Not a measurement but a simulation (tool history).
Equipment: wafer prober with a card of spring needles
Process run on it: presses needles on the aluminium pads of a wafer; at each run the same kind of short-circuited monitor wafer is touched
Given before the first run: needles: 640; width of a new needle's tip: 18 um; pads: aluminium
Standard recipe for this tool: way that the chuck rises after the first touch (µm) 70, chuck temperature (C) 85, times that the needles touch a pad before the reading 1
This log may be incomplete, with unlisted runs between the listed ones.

run,hour,way that the chuck rises after the first touch (µm),chuck temperature (C),times that the needles touch a pad before the reading,resistance of one needle with its contact and lead (mohm),way that a needle slides on the pad (µm)
1,0.0,70,85,1,239,11.33
# hour 6.5: tips cleaned on abrasive film
# hour 14.2: tips cleaned on abrasive film
# hour 22.2: tips cleaned on abrasive film
2,22.3,70,85,1,218,11.23
# hour 30.2: tips cleaned on abrasive film
# hour 36.7: tips cleaned on abrasive film
3,40.4,82,85,1,245,13.03
# hour 43.7: tips cleaned on abrasive film
# hour 50.2: tips cleaned on abrasive film
4,56.3,82,85,1,263,13.21
# hour 58.0: tips cleaned on abrasive film
# hour 64.5: tips cleaned on abrasive film
# hour 71.0: tips cleaned on abrasive film
# hour 77.4: tips cleaned on abrasive film
5,78.7,73,85,1,230,11.52
# hour 85.0: tips cleaned on abrasive film
# hour 93.0: tips cleaned on abrasive film
# hour 99.4: tips cleaned on abrasive film
# hour 107.5: tips cleaned on abrasive film
6,111.5,73,85,1,258,11.58
# hour 114.8: tips cleaned on abrasive film
# hour 122.8: tips cleaned on abrasive film
# hour 129.3: tips cleaned on abrasive film
7,133.8,73,85,1,262,11.63
# hour 137.1: tips cleaned on abrasive film
# hour 145.1: tips cleaned on abrasive film
# hour 151.5: tips cleaned on abrasive film
8,155.2,59,85,1,282,9.22
# hour 158.3: tips cleaned on abrasive film
# hour 166.1: tips cleaned on abrasive film
9,170.8,86,85,1,249,13.73
# hour 174.1: tips cleaned on abrasive film
# hour 182.0: tips cleaned on abrasive film
# hour 188.5: tips cleaned on abrasive film
10,191.4,86,85,1,238,13.60
# hour 196.2: tips cleaned on abrasive film
# hour 204.2: tips cleaned on abrasive film
# hour 210.7: tips cleaned on abrasive film
# hour 218.3: tips cleaned on abrasive film
11,218.9,70,46,1,223,10.79
# hour 225.3: tips cleaned on abrasive film
# hour 231.8: tips cleaned on abrasive film
12,237.2,70,46,1,283,10.81
# hour 238.9: tips cleaned on abrasive film
# hour 245.4: tips cleaned on abrasive film
# hour 253.2: tips cleaned on abrasive film
# hour 259.7: tips cleaned on abrasive film
# hour 266.1: tips cleaned on abrasive film
13,268.7,70,46,1,242,10.79
# hour 273.6: tips cleaned on abrasive film
# hour 280.0: tips cleaned on abrasive film
# hour 286.5: tips cleaned on abrasive film
14,289.7,76,85,1,262,11.84
# hour 293.0: tips cleaned on abrasive film
# hour 300.9: tips cleaned on abrasive film
# hour 309.0: tips cleaned on abrasive film
15,313.8,67,85,1,290,10.17
# hour 315.5: tips cleaned on abrasive film
# hour 323.2: tips cleaned on abrasive film
16,328.7,63,72,1,307,9.53
# hour 330.3: tips cleaned on abrasive film
# hour 336.9: height of the first contact set anew
# hour 338.4: tips cleaned on abrasive film
# hour 344.9: tips cleaned on abrasive film
17,346.8,63,72,1,257,10.41
# hour 351.7: tips cleaned on abrasive film
# hour 358.2: tips cleaned on abrasive film
18,363.7,84,121,2,243,13.66
# hour 365.4: tips cleaned on abrasive film
# hour 371.9: tips cleaned on abrasive film
# hour 379.8: tips cleaned on abrasive film
19,383.0,84,121,2,234,13.77
# hour 387.7: tips cleaned on abrasive film
# hour 395.7: tips cleaned on abrasive film
# hour 403.6: tips cleaned on abrasive film
# hour 411.6: tips cleaned on abrasive film
20,415.2,70,53,1,258,11.25
# hour 418.5: tips cleaned on abrasive film
# hour 426.4: tips cleaned on abrasive film
# hour 434.5: tips cleaned on abrasive film
# hour 440.9: tips cleaned on abrasive film
21,445.2,70,53,1,265,11.33
# hour 448.3: tips cleaned on abrasive film
# hour 456.0: tips cleaned on abrasive film
# hour 462.5: tips cleaned on abrasive film
22,463.7,79,34,2,211,12.95
# hour 470.1: tips cleaned on abrasive film
# hour 476.6: tips cleaned on abrasive film
23,481.8,79,34,2,234,12.86
# hour 483.5: tips cleaned on abrasive film
# hour 491.4: tips cleaned on abrasive film
# hour 499.3: tips cleaned on abrasive film
# hour 507.4: tips cleaned on abrasive film
24,508.2,72,85,1,228,11.51
# hour 514.6: tips cleaned on abrasive film
# hour 521.1: tips cleaned on abrasive film
# hour 529.1: tips cleaned on abrasive film
# hour 535.6: tips cleaned on abrasive film
25,541.9,83,54,2,240,13.36
# hour 543.5: tips cleaned on abrasive film
# hour 551.5: tips cleaned on abrasive film
# hour 563.5: card fitted with new needles
26,569.1,83,54,2,220,13.58
# hour 570.6: tips cleaned on abrasive film
# hour 578.4: tips cleaned on abrasive film
# hour 586.3: tips cleaned on abrasive film
27,589.6,83,54,2,211,13.68
# hour 592.9: tips cleaned on abrasive film
# hour 600.9: tips cleaned on abrasive film
# hour 608.9: tips cleaned on abrasive film
28,614.1,83,54,2,219,13.46

Predict each of these 3 candidate next runs independently; none follows another, all start after run 28:
# hour 615.8: tips cleaned on abrasive film
# hour 622.3: tips cleaned on abrasive film
# hour 630.2: tips cleaned on abrasive film
# hour 637.1: tips cleaned on abrasive film
A,637.1,70,54,1,?,?
# hour 615.8: tips cleaned on abrasive film
# hour 622.3: tips cleaned on abrasive film
# hour 630.2: tips cleaned on abrasive film
# hour 637.1: tips cleaned on abrasive film
B,637.1,84,85,1,?,?
# hour 615.8: tips cleaned on abrasive film
# hour 622.3: tips cleaned on abrasive film
# hour 630.2: tips cleaned on abrasive film
# hour 637.1: tips cleaned on abrasive film
C,637.1,76,102,1,?,?

run,resistance of one needle with its contact and lead (mohm),way that a needle slides on the pad (µm)
A,211,11.41
B,211,13.75
C,216,12.40
With the hidden condition removed and each run's random variation left untouched, the same runs would have given:
run,resistance of one needle with its contact and lead (mohm),way that a needle slides on the pad (µm)
A,204,11.54
B,206,13.88
C,210,12.53
